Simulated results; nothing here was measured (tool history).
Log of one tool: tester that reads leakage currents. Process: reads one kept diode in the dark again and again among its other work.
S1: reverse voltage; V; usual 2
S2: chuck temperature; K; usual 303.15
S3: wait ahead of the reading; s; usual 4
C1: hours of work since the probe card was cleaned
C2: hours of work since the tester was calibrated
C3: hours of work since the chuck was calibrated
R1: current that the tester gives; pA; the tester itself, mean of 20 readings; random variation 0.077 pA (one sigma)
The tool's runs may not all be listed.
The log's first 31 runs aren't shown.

Run 32, hour 2007.7: usual settings but S1 1.99 V, S2 294.15 K, S3 0.87 s; C1 260; C2 1450; C3 661. Result: R1 10.84 pA.
Run 33, hour 2093.4: usual settings but S1 11.4 V, S2 318.15 K, S3 0.44 s; C1 296; C2 1486; C3 697. Result: R1 134.6 pA.
Run 34, hour 2172.5: usual settings but S1 1.14 V, S2 323.15 K, S3 0.32 s; C1 330; C2 1520; C3 731. Result: R1 64.62 pA.
Run 35, hour 2224.4: usual settings but S1 1.14 V, S2 323.15 K, S3 0.32 s; C1 351; C2 1542; C3 753. Result: R1 65.01 pA.
Run 36, hour 2293.8: usual settings but S1 1.14 V, S2 323.15 K, S3 0.32 s; C1 381; C2 1571; C3 782. Result: R1 65.35 pA.
Run 37, hour 2340.4: usual settings but S2 310.15 K; C1 401; C2 1591; C3 802. Result: R1 33.85 pA.
Run 38, hour 2378.6: usual settings but S1 4.21 V, S2 327.15 K; C1 417; C2 1607; C3 818. Result: R1 148.95 pA.
Run 39, hour 2442.4: usual settings but S1 18.47 V, S2 327.15 K, S3 0.87 s; C1 444; C2 1634; C3 845. Result: R1 295.43 pA.
Run 40, hour 2493.6: usual settings but S1 18.47 V, S2 327.15 K, S3 0.87 s; C1 465; C2 1656; C3 867. Result: R1 295.53 pA.
Run 41, hour 2541.7: usual settings but S1 9.36 V, S2 295.15 K, S3 1.15 s; C1 486; C2 1676; C3 887. Result: R1 25.26 pA.

Forecast each of these 3 alternatives for the next run:
Run A, hour 2589: usual settings but S1 19.13 V, S2 296.15 K; C1 506; C2 1696; C3 907. Result: R1 ?.
Run B, hour 2589: usual settings but S1 9.36 V, S2 295.15 K, S3 0.34 s; C1 506; C2 1696; C3 907. Result: R1 ?.
Run C, hour 2589: usual settings but S1 4.34 V, S2 295.15 K, S3 1.15 s; C1 506; C2 1696; C3 907. Result: R1 ?.

run     R1
  A  37.01
  B  31.31
  C  17.22
Without the tool's hidden state the same runs would have given:
run     R1
  A  32.75
  B  28.99
  C  15.84
